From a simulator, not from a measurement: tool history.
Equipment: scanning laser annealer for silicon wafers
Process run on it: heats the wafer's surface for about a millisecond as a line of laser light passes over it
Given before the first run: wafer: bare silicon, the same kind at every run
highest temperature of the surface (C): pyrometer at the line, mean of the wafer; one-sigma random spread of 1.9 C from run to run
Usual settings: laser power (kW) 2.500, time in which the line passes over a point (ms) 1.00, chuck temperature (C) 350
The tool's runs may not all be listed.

run    hour  laser power (kW)  time in which the line passes over a point (ms)  chuck temperature (C)  highest temperature of the surface (C)
  1     0.0             2.500                                             1.00                    350                                    1070
  2    35.8             2.500                                             1.00                    350                                    1067
  3    74.5             2.500                                             1.00                    350                                    1067
  4   130.6             2.500                                             1.00                    350                                    1065
  5   166.6             2.500                                             1.00                    350                                    1063
  6   196.7             2.500                                             1.00                    350                                    1063
      253.5  -- optics aligned, line set to its width
  7   269.6             2.500                                             1.00                    350                                    1048
  8   330.6             2.500                                             1.00                    350                                    1052
  9   398.0             2.500                                             1.00                    350                                    1048
 10   441.8             2.304                                             1.00                    350                                     979
 11   494.6             2.304                                             1.00                    350                                     975
 12   566.1             2.304                                             1.00                    350                                     976
 13   638.3             2.500                                             1.00                    350                                    1037
 14   673.4             2.500                                             1.00                    350                                    1037
      691.4  -- optics aligned, line set to its width, once more
      693.4  -- window over the wafer cleaned
 15   725.8             2.500                                             1.00                    350                                    1081
 16   765.5             2.500                                             1.00                    368                                    1100
 17   800.6             2.500                                             1.00                    368                                    1096
 18   850.5             2.500                                             1.00                    380                                    1106
 19   908.2             2.500                                             1.13                    380                                    1154
 20   956.2             2.500                                             1.00                    350                                    1073
 21  1012.2             2.500                                             1.00                    350                                    1074
 22  1056.4             2.500                                             1.00                    350                                    1065
 23  1129.1             2.500                                             1.00                    350                                    1063
 24  1170.5             2.500                                             1.00                    350                                    1067
 25  1202.7             2.500                                             1.00                    350                                    1065
 26  1270.1             2.560                                             0.96                    350                                    1066
 27  1341.5             2.708                                             0.94                    385                                    1138
 28  1376.9             2.143                                             0.81                    348                                     873
 29  1420.1             2.727                                             0.72                    369                                    1025
 30  1483.4             2.172                                             0.72                    355                                     849
     1519.0  -- window over the wafer cleaned
 31  1548.0             2.500                                             0.93                    350                                    1047
 32  1620.9             2.594                                             0.83                    337                                    1021
 33  1668.5             2.224                                             1.00                    322                                     948
 34  1723.8             2.500                                             0.80                    368                                    1007
 35  1793.8             2.570                                             0.76                    350                                     991
 36  1849.4             2.570                                             0.94                    312                                    1025
 37  1889.3             2.570                                             0.94                    312                                    1029
 38  1933.2             2.268                                             1.00                    350                                     982
 39  1977.4             2.268                                             1.00                    350                                     979
 40  2015.1             2.390                                             0.81                    380                                     979

Each row is a separate what-if for the run after 40, all from the same tool condition, not one after another. Results?
  A  2074.6             2.500                                             0.88                    350                                       ?
  B  2074.6             2.677                                             0.81                    370                                       ?
  C  2074.6             2.500                                             1.00                    366                                       ?
  D  2074.6             2.390                                             1.01                    380                                       ?

run  highest temperature of the surface (C)
  A                                    1008
  B                                    1055
  C                                    1072
  D                                    1053
The same runs, with their run-to-run variation unchanged, on a tool lacking any hidden condition would have given:
run  highest temperature of the surface (C)
  A                                    1046
  B                                    1095
  C                                    1113
  D                                    1092

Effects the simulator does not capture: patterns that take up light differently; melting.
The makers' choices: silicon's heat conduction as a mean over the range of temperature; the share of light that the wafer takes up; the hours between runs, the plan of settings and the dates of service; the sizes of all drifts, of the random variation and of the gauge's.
